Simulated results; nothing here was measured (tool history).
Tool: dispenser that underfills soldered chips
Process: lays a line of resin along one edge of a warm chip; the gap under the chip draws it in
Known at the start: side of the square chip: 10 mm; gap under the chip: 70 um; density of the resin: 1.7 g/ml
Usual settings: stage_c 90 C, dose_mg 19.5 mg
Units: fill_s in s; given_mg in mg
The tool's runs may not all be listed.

run	hour	stage_c	dose_mg	fill_s	given_mg
1	0	90	19.5	169.1	19.13
# hour 4: new syringe of resin
2	5.2	90	19.5	95.6	19.07
3	12.2	90	19.5	152.7	19.01
# hour 18: new syringe of resin
4	22.6	90	19.5	121.2	19.09
5	31.1	90	19.5	220.9	19.04
# hour 32.2: new syringe of resin
6	36.6	90	19.5	118.9	18.93
# hour 39.3: dispensing valve cleaned and set on the balance
7	44.6	90	19.5	192.9	19.5
# hour 47: new syringe of resin
8	51.2	90	19.5	118.8	19.49
# hour 60.9: new syringe of resin
9	60.9	75	19.5	153.2	19.47
10	66.8	75	19.5	233.4	19.41
# hour 75.2: new syringe of resin
11	77.8	92	19.5	101	19.22
12	87.7	92	19.5	200	19.39
# hour 88.9: new syringe of resin
13	93.8	92	19.5	118.7	19.27
14	99.5	92	19.5	175.2	19.34
# hour 103: new syringe of resin
15	108.6	96	19.5	105.2	19.21
16	114.6	96	19.5	160.9	19.16
# hour 116.7: new syringe of resin
17	120.7	96	24.5	92.8	24.04
18	128.8	103	19.5	130.9	19
# hour 130.7: new syringe of resin
19	136.8	79	22.5	200.9	21.93
20	143.7	103	22.7	143.4	22.11
# hour 145: new syringe of resin
21	151.9	103	22.7	90.4	22.22
# hour 156.4: dispensing valve cleaned and set on the balance
# hour 159.7: new syringe of resin
22	159.7	96	20.2	73.5	20.24
23	164.4	96	20.2	101.7	20.11
24	172	96	20.2	173.2	20.19
# hour 173.7: new syringe of resin
25	181.6	96	20.2	126.2	20.18
# hour 187.2: new syringe of resin
26	187.2	96	21.9	72.3	21.79
27	192.9	83	19.8	176.2	19.51
# hour 200.8: new syringe of resin
28	200.8	102	17.7	60.8	17.59
29	207.5	85	19.5	172	19.23
# hour 214.4: new syringe of resin
30	214.8	95	22.3	79.5	21.94
31	224	85	18.3	217.3	17.91
# hour 228.8: new syringe of resin
32	231.8	101	24.5	74.7	24.08
33	237.3	101	24.5	110.8	24.17
# hour 242.5: new syringe of resin
34	243	101	23.1	61.9	22.58
35	251.4	93	20.2	148.4	19.79

Some steps in fill_s between neighbouring runs. How much of each would the tool show without its hidden state too (settings, what came in, random variation), and how much is left for the hidden state, with any gauge scatter that isn't in both results?
The hidden state here: resin's viscosity, % of fresh resin's; dose that the valve gives, % of what is set; true chip temperature over the reading, C; drift of the gauge itself on fill_s, %; drift of the gauge itself on given_mg, %.
Run 5 -> 6: new syringe of resin. fill_s -102 s: hidden state -101.5, all else -0.5.
Run 10 -> 11: stage_c 75 -> 92, new syringe of resin. fill_s -132.4 s: hidden state -63.1, all else -69.3.
Run 11 -> 12: no setting changed, nothing entered. fill_s +99 s: hidden state +99.3, all else -0.3.
Run 30 -> 31: stage_c 95 -> 85, dose_mg 22.3 -> 18.3. fill_s +137.8 s: hidden state +105.7, all else +32.1.
Run 31 -> 32: stage_c 85 -> 101, dose_mg 18.3 -> 24.5, new syringe of resin. fill_s -142.6 s: hidden state -96.3, all else -46.3.
